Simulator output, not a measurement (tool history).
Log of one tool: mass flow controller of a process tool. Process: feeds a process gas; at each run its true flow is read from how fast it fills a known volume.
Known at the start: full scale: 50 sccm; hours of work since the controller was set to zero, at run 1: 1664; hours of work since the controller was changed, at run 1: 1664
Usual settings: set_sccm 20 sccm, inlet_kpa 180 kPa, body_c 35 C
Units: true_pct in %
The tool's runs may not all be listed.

run	hour	set_sccm	inlet_kpa	body_c	hours of work since the controller was set to zero	hours of work since the controller was changed	true_pct
1	0	20	180	35	1664	1664	98.54
2	145.9	20	271	35	1741	1741	98.23
3	308.2	20	272	35	1826	1826	98.37
4	451.3	20	272	35	1902	1902	98.5
5	592.9	20	272	35	1976	1976	98.37
6	687.7	20	198	35	2026	2026	98.61
7	767.6	20	198	35	2068	2068	98.5
8	875.6	20	180	35	2125	2125	98.73
9	978.1	20	180	35	2179	2179	98.68
10	1144.7	20	180	35	2266	2266	98.82
11	1303.4	20	158	35	2350	2350	98.67
12	1442.6	20	158	35	2423	2423	98.89
13	1526.9	20	158	30	2467	2467	99.31
14	1627.8	20	158	30	2520	2520	99.33
15	1698.9	40	180	35	2558	2558	99.45
16	1856	20	180	35	2640	2640	98.69
17	1981.9	20	180	35	2707	2707	98.77
18	2127.7	20	180	35	2783	2783	98.71
19	2289	20	180	35	2868	2868	98.76
20	2364.1	20	180	35	2908	2908	98.8
21	2472	20	180	35	2964	2964	98.84
22	2599.5	20	151	35	3031	3031	98.85
23	2690.1	20	151	35	3079	3079	98.89
24	2833.9	20	224	36	3155	3155	98.49
25	2981.6	20	180	31	3232	3232	99.27
26	3119.1	20	180	31	3305	3305	99.18
27	3219.2	14	180	23	3357	3357	99.71
28	3295.8	20	180	32	3397	3397	99.09
29	3459.5	20	180	36	3484	3484	98.67
30	3557.6	20	180	36	3535	3535	98.74
31	3693.9	20	180	36	3607	3607	98.75
32	3792.4	20	148	36	3659	3659	98.97
33	3934.7	20	148	22	3733	3733	100.28
34	4074.7	20	148	22	3807	3807	100.42
35	4162.9	44	240	27	3853	3853	100.61
36	4302.6	44	240	27	3927	3927	100.72
37	4460.8	27	180	35	4010	4010	99.23

5 ways to go on from here, each from the tool as it stands after run 37. What would each give?
A	4533.3	15	216	35	4048	4048	?
B	4533.3	18	171	29	4048	4048	?
C	4533.3	7	262	35	4048	4048	?
D	4533.3	24	201	32	4048	4048	?
E	4533.3	35	180	35	4048	4048	?

run	true_pct
A	98.33
B	99.45
C	96.8
D	99.39
E	99.5
Without the tool's hidden state the same runs would have given:
run	true_pct
A	97.98
B	98.91
C	97.73
D	98.62
E	98.51

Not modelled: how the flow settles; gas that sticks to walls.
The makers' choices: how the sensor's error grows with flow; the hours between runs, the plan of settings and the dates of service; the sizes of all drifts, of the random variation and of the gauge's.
